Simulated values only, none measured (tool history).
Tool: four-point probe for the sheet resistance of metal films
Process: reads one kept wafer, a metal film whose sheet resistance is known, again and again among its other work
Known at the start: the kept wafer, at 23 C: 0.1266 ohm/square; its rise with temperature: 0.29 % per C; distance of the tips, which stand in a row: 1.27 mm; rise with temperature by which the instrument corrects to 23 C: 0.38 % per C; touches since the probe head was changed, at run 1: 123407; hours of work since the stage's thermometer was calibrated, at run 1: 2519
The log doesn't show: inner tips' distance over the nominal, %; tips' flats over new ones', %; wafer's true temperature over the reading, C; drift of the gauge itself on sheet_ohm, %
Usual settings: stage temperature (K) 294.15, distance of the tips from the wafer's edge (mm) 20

run    hour  stage temperature (K)  distance of the tips from the wafer's edge (mm)  touches since the probe head was changed  hours of work since the stage's thermometer was calibrated  sheet resistance as the instrument gives it (ohm/square)
  1       0                 294.15                                               20                                    123407                                                        2519                                                  0.126578
  2    73.4                 307.15                                               20                                    126509                                                        2562                                                  0.125151
       94.5  -- stage's thermometer calibrated
  3   132.7                 307.15                                               20                                    128993                                                          22                                                  0.124815
  4   171.9                 307.15                                               20                                    130651                                                          46                                                  0.124832
  5   207.7                 307.15                                               20                                    132164                                                          67                                                  0.124833
  6   268.3                 307.15                                               20                                    134722                                                         102                                                  0.124813
  7   347.7                 294.15                                                5                                    138077                                                         149                                                  0.130052
  8   412.4                 294.15                                               20                                    140811                                                         187                                                  0.126127
  9   475.3                 294.15                                                5                                    143470                                                         224                                                  0.130044
 10   536.4                 294.15                                                5                                    146053                                                         260                                                  0.129979
 11   614.6                 294.15                                                5                                    149357                                                         306                                                  0.129925
 12   681.5                 294.15                                                3                                    152186                                                         345                                                   0.13673
 13   757.9                 294.15                                               20                                    155413                                                         390                                                  0.126036
 14   835.3                 297.15                                               20                                    158685                                                         436                                                  0.125617
 15   887.5                 297.15                                               20                                    160888                                                         466                                                    0.1256
 16   949.7                 294.15                                               20                                    163518                                                         503                                                  0.125974
 17  1011.5                 294.15                                               20                                    166126                                                         539                                                  0.125941
 18  1065.9                 294.15                                               20                                    168426                                                         571                                                  0.125875
 19  1131.9                 294.15                                               16                                    171215                                                         610                                                   0.12609
 20  1195.3                 294.15                                               16                                    173895                                                         648                                                  0.126065
 21  1275.7                 294.15                                               20                                    177291                                                         695                                                  0.125834
 22  1328.6                 294.15                                               20                                    179526                                                         726                                                  0.125863
 23  1368.4                 294.15                                               20                                    181208                                                         749                                                  0.125822
 24  1414.7                 294.15                                               20                                    183167                                                         777                                                   0.12587
 25    1474                 306.15                                               26                                    185674                                                         811                                                    0.1245
 26  1523.6                 293.15                                                9                                    187769                                                         841                                                  0.126988
 27  1566.7                 301.15                                               10                                    189589                                                         866                                                  0.125847
 28  1603.3                 306.15                                               20                                    191136                                                         888                                                  0.124547
 29  1681.5                 297.15                                               20                                    194443                                                         934                                                  0.125444
 30  1746.7                 302.15                                               25                                    197197                                                         972                                                  0.124822
 31  1805.4                 294.15                                               20                                    199675                                                        1006                                                  0.125699
 32  1880.9                 294.15                                               59                                    202866                                                        1051                                                  0.125495
 33  1944.5                 294.15                                               59                                    205554                                                        1088                                                   0.12547
 34  2006.4                 294.15                                               59                                    208170                                                        1125                                                  0.125423
 35  2064.6                 301.15                                               10                                    210629                                                        1159                                                  0.125723
 36  2126.9                 300.15                                               46                                    213260                                                        1196                                                  0.124797
 37  2200.4                 296.15                                               12                                    216366                                                        1239                                                  0.125894
 38  2246.2                 299.15                                               15                                    218301                                                        1266                                                  0.125297
 39  2325.2                 299.15                                               15                                    221641                                                        1312                                                  0.125287
 40  2383.1                 294.15                                               19                                    224090                                                        1346                                                  0.125584
 41  2433.5                 299.15                                               34                                    226217                                                        1376                                                  0.124837
 42  2500.2                 299.15                                               34                                    229037                                                        1415                                                   0.12485
 43  2575.8                 299.15                                               34                                    232230                                                        1460                                                  0.124799
 44  2629.5                 299.15                                               34                                    234502                                                        1491                                                  0.124781
 45  2681.4                 299.15                                               34                                    236694                                                        1522                                                  0.124783
 46    2729                 299.15                                                4                                    238705                                                        1550                                                  0.131061

How the hidden state differs across the entries between the runs, from the last listed run before each to the first after it:
Between runs 2 and 3: stage's thermometer calibrated (hour 94.5)
  inner tips' distance over the nominal, %: -0.68 -> -0.696; tips' flats over new ones', %: 46 -> 47; wafer's true temperature over the reading, C: 0.97 -> 0.08
  measured less the result without the state, sheet resistance as the instrument gives it (ohm/square): -0.000579 -> -0.000916
